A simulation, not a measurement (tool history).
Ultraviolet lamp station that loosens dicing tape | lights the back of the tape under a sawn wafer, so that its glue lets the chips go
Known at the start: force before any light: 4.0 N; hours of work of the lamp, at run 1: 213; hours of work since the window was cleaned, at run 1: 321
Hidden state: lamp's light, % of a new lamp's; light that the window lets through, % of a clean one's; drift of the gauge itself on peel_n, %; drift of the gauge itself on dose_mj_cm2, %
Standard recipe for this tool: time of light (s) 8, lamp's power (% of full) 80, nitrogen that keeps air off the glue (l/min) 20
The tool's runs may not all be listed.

run    hour  time of light (s)  lamp's power (% of full)  nitrogen that keeps air off the glue (l/min)  hours of work of the lamp  hours of work since the window was cleaned  force that peels the tape off (N)  light that reached the tape (mJ/cm2)
  1     0.0                  8                        80                                            20                        213                                         321                              0.856                                   286
       42.4  -- window cleaned of glue's vapour
  2    64.4                  8                        80                                            20                        263                                          17                              0.679                                   329
  3   152.5                  8                        80                                            20                        331                                          86                              0.774                                   307
  4   196.1                  8                        80                                            20                        365                                         119                              0.805                                   287
  5   260.8                  8                        80                                            20                        416                                         170                              0.914                                   275
  6   308.2                  7                        80                                            20                        453                                         207                              1.092                                   228
  7   403.3                  8                        80                                            20                        526                                         280                              1.054                                   243
  8   484.6                  8                        80                                            20                        590                                         344                              1.212                                   220
      493.4  -- window cleaned of glue's vapour
  9   553.4                  8                        95                                            20                        643                                          47                              0.751                                   302
 10   653.2                  8                        80                                            20                        720                                         124                              1.164                                   229
 11   732.5                  8                        80                                            20                        782                                         186                              1.270                                   208
 12   791.8                  5                        80                                            27                        828                                         232                              1.866                                   122
 13   839.4                  5                        92                                            27                        865                                         269                              1.785                                   128
      854.5  -- lamp changed
 14   913.4                  5                        92                                            27                         46                                         326                              1.005                                   230
      949.3  -- window cleaned of glue's vapour
 15   980.2                  8                        80                                            20                         97                                          24                              0.584                                   361
 16  1060.4                  8                        80                                            20                        160                                          86                              0.645                                   333

Expected results for the next run?
 17  1151.5                  8                        80                                            20                        230                                         157                                  ?                                     ?

force that peels the tape off (N): 0.763
light that reached the tape (mJ/cm2): 316
Were there no unlogged condition in the tool, this run, its random variation unchanged, would have produced force that peels the tape off (N) 0.549, light that reached the tape (mJ/cm2) 392.
